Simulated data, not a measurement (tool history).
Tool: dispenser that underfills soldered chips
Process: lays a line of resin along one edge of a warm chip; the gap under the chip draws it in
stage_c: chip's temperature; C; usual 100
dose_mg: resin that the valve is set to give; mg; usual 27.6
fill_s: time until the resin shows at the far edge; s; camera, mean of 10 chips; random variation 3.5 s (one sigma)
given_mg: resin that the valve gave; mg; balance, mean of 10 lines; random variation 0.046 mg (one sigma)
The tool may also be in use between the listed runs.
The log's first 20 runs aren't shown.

run,day,stage_c,dose_mg,hours of work since the syringe was changed,hours of work since the valve was cleaned,hours of work since the stage was calibrated,fill_s,given_mg
# day 10.425: new syringe of resin
21,10.425,96,28.5,0,39,487,472.5,27.86
# day 10.925: new syringe of resin
22,10.933,96,28.5,0,48,496,483.4,27.68
# day 11.392: new syringe of resin
23,11.467,96,28.5,1,57,505,501.9,27.5
# day 11.758: dispensing valve cleaned and set on the balance
24,11.817,100,27.1,7,1,510,524.9,27.13
# day 11.9: new syringe of resin
# day 12.392: new syringe of resin
25,12.496,90,26.8,2,13,522,672.9,26.56
# day 12.892: new syringe of resin
26,13.1,87,32,4,23,532,780.3,31.6
# day 13.367: new syringe of resin
27,13.45,87,32,1,29,538,716.2,31.46
28,13.767,86,28.7,7,35,544,941,28.18
# day 13.879: new syringe of resin
# day 14.35: new syringe of resin
29,14.371,103,24.3,0,45,554,378.3,23.7
# day 14.833: new syringe of resin
30,15.112,101,33.5,5,58,567,461.9,32.39
# day 15.3: new syringe of resin
# day 15.375: dispensing valve cleaned and set on the balance
31,15.542,101,33.5,4,3,573,444.4,33.44
# day 15.808: new syringe of resin
# day 16.283: new syringe of resin
32,16.296,100,32.5,0,16,586,406.4,32.17

Forecast each of these 5 alternatives for the next run:
# day 16.746: new syringe of resin
A,16.933,107,27.7,3,27,597,?,?
# day 16.746: new syringe of resin
B,16.933,100,26.4,3,27,597,?,?
# day 16.746: new syringe of resin
C,16.933,100,34.1,3,27,597,?,?
# day 16.746: new syringe of resin
D,16.933,105,34.1,3,27,597,?,?
# day 16.746: new syringe of resin
E,16.933,98,33.2,3,27,597,?,?

run,fill_s,given_mg
A,371.8,27.32
B,488.4,25.9
C,467.4,33.54
D,384.5,33.63
E,510.3,32.63
Without the tool's hidden state the same runs would have given:
run,fill_s,given_mg
A,272.9,27.74
B,356,26.3
C,341.6,34.05
D,282.3,34.15
E,372.3,33.13

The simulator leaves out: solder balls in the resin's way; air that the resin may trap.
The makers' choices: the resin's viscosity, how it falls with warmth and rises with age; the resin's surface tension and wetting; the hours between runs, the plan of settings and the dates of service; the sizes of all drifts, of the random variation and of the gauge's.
